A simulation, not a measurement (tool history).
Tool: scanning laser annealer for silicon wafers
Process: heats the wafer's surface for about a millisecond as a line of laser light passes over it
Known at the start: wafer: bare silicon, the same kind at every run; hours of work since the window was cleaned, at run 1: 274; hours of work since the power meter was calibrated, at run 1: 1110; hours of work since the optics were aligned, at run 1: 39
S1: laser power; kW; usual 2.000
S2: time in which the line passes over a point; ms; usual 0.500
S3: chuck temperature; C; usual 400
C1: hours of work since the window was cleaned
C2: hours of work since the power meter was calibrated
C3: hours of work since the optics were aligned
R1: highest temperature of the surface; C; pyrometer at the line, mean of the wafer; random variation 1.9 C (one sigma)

run,hour,S1,S2,S3,C1,C2,C3,R1
1,0.0,2.000,0.500,400,274,1110,39,1175
2,17.9,2.000,0.500,400,288,1123,52,1168
3,45.1,2.000,0.500,395,308,1144,73,1163
4,62.1,2.000,0.500,395,321,1157,86,1163
5,87.4,2.187,0.500,400,340,1176,105,1251
6,119.6,2.187,0.500,400,364,1200,129,1252
7,158.3,2.000,0.500,400,394,1229,158,1163
8,195.4,2.000,0.525,400,422,1257,186,1180
9,228.7,2.000,0.525,400,447,1282,211,1178
10,253.1,2.000,0.525,400,465,1301,230,1174
11,280.8,2.000,0.500,400,486,1322,251,1158
12,298.2,2.000,0.540,438,499,1335,264,1220
13,338.6,2.157,0.617,392,530,1365,294,1291
14,355.4,2.157,0.617,392,542,1378,307,1291
15,376.4,2.157,0.617,392,558,1394,323,1293
16,402.0,2.157,0.617,392,577,1413,342,1288
17,430.8,1.870,0.515,371,599,1435,364,1066
18,448.3,1.958,0.391,362,612,1448,377,1013
# hour 476.2: window over the wafer cleaned
19,485.8,1.851,0.500,405,7,1475,404,1126
20,523.8,1.745,0.486,379,36,1504,433,1040
21,554.6,1.745,0.486,379,59,1527,456,1035
22,582.7,1.913,0.520,400,80,1548,477,1155

Forecast each of these 3 alternatives for the next run:
A,601.6,1.790,0.456,391,95,1562,491,?
B,601.6,1.800,0.520,403,95,1562,491,?
C,601.6,1.913,0.377,400,95,1562,491,?

run,R1
A,1050
B,1106
C,1052
Without the tool's hidden state the same runs would have given:
run,R1
A,1067
B,1124
C,1069
